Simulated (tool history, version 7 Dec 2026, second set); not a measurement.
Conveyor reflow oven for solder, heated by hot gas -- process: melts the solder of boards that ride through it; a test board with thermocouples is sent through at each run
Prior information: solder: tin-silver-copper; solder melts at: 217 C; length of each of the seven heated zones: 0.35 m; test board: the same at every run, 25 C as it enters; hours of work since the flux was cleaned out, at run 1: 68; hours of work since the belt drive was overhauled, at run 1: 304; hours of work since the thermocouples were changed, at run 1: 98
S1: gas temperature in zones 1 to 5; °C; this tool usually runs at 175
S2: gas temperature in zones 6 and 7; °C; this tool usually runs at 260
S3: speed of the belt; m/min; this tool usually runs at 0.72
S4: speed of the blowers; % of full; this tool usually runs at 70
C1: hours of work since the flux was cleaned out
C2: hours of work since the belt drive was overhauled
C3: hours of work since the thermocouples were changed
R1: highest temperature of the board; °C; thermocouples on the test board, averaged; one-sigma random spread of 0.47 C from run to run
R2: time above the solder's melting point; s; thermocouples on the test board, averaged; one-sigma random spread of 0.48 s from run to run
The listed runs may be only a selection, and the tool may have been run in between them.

| run | hour | S1 | S2 | S3 | S4 | C1 | C2 | C3 | R1 | R2 |
|---|---|---|---|---|---|---|---|---|---|---|
| 1 | 0 | 175 | 260 | 0.72 | 70 | 68 | 304 | 98 | 245.8 | 40.7 |
| 2 | 24.5 | 175 | 260 | 0.72 | 70 | 84 | 320 | 115 | 244.7 | 40.6 |
| 3 | 47.2 | 175 | 271 | 0.72 | 70 | 99 | 336 | 130 | 255.5 | 46 |
| 4 | 68.1 | 175 | 251 | 0.72 | 70 | 114 | 350 | 144 | 237.3 | 34.5 |
| 5 | 84.5 | 175 | 251 | 0.72 | 70 | 125 | 361 | 155 | 237.6 | 33.9 |
| 6 | 110.5 | 175 | 251 | 0.72 | 70 | 142 | 379 | 173 | 237.3 | 34.6 |
| 7 | 126.4 | 175 | 251 | 0.72 | 70 | 153 | 389 | 183 | 236.8 | 33.9 |
| 8 | 151.4 | 175 | 251 | 0.771 | 70 | 170 | 406 | 200 | 235.1 | 28.8 |
|  | 158 | flux residue cleaned out of gas plates and filters |
| 9 | 176.9 | 175 | 251 | 0.771 | 70 | 13 | 420 | 214 | 235.3 | 29.4 |
| 10 | 197.9 | 175 | 251 | 0.792 | 70 | 27 | 434 | 228 | 235.9 | 28 |
| 11 | 212.1 | 175 | 251 | 0.792 | 70 | 37 | 444 | 238 | 234.5 | 27.2 |
| 12 | 235.7 | 188 | 260 | 0.72 | 70 | 52 | 460 | 254 | 246.8 | 45.8 |
| 13 | 262.5 | 188 | 260 | 0.72 | 70 | 71 | 478 | 272 | 246.2 | 45.9 |
| 14 | 282.1 | 188 | 260 | 0.72 | 70 | 84 | 491 | 285 | 247.2 | 46.2 |
| 15 | 300.2 | 188 | 260 | 0.72 | 53 | 96 | 503 | 297 | 243.8 | 41.3 |
| 16 | 324.1 | 188 | 260 | 0.72 | 53 | 112 | 519 | 313 | 242.7 | 41.9 |
|  | 329.3 | belt drive overhauled, speed set with a stopwatch |
| 17 | 352.4 | 180 | 260 | 0.833 | 70 | 129 | 16 | 330 | 242 | 32.1 |
| 18 | 377.1 | 180 | 260 | 0.654 | 70 | 145 | 32 | 347 | 246.9 | 48.8 |
| 19 | 402 | 175 | 260 | 0.72 | 52 | 162 | 49 | 363 | 239.2 | 35.3 |
|  | 419.5 | flux residue cleaned out of gas plates and filters |
| 20 | 433.9 | 175 | 252 | 0.757 | 88 | 10 | 67 | 382 | 239.8 | 35.9 |
| 21 | 446.2 | 184 | 251 | 0.72 | 55 | 18 | 76 | 390 | 235.7 | 34.7 |
| 22 | 464 | 184 | 251 | 0.72 | 55 | 30 | 88 | 402 | 235.1 | 34.8 |
| 23 | 478.7 | 174 | 251 | 0.72 | 55 | 40 | 98 | 412 | 232.9 | 29 |
|  | 494 | belt drive overhauled, speed set with a stopwatch, once more |
| 24 | 510.4 | 181 | 262 | 0.658 | 80 | 59 | 11 | 430 | 250.8 | 50.7 |
| 25 | 525.4 | 185 | 262 | 0.784 | 80 | 69 | 21 | 441 | 247 | 40.7 |
| 26 | 539 | 185 | 263 | 0.784 | 80 | 78 | 30 | 450 | 248.4 | 41.1 |
| 27 | 562.3 | 169 | 263 | 0.784 | 82 | 94 | 46 | 466 | 246.4 | 35.5 |
| 28 | 587 | 181 | 266 | 0.86 | 71 | 110 | 63 | 482 | 244.5 | 34.1 |
| 29 | 609.3 | 181 | 266 | 0.86 | 71 | 126 | 78 | 497 | 244.7 | 33.2 |
| 30 | 624.8 | 181 | 266 | 0.86 | 71 | 136 | 88 | 508 | 244.8 | 33.7 |
| 31 | 637.1 | 164 | 273 | 0.677 | 63 | 144 | 97 | 516 | 254.3 | 44.8 |

For some of the steps in R1 from one run to the next: how much would appear even if the tool had no hidden state, given the settings, what came in and random variation, and how much remains for the hidden state plus any gauge scatter that the measured result and the result without hidden state don't share?
The hidden state here: heat that the gas passes to the board, % of a clean oven's; belt's true speed, % of the reading; true gas temperature in zones 6 and 7 over the reading, C; drift of the gauge itself on peak_c, C; drift of the gauge itself on liquid_s, %.
Run 3 -> 4: S2 271 -> 251. R1 -18.2 °C: hidden state -0.2, all else -18.
Run 8 -> 9: flux residue cleaned out of gas plates and filters. R1 +0.2 °C: hidden state +0.3, all else -0.1.
Run 11 -> 12: S1 175 -> 188, S2 251 -> 260, S3 0.792 -> 0.72. R1 +12.3 °C: hidden state -0.2, all else +12.5.
Run 23 -> 24: S1 174 -> 181, S2 251 -> 262, S3 0.72 -> 0.658, S4 55 -> 80, belt drive overhauled, speed set with a stopwatch, once more. R1 +17.9 °C: hidden state -0.5, all else +18.4.

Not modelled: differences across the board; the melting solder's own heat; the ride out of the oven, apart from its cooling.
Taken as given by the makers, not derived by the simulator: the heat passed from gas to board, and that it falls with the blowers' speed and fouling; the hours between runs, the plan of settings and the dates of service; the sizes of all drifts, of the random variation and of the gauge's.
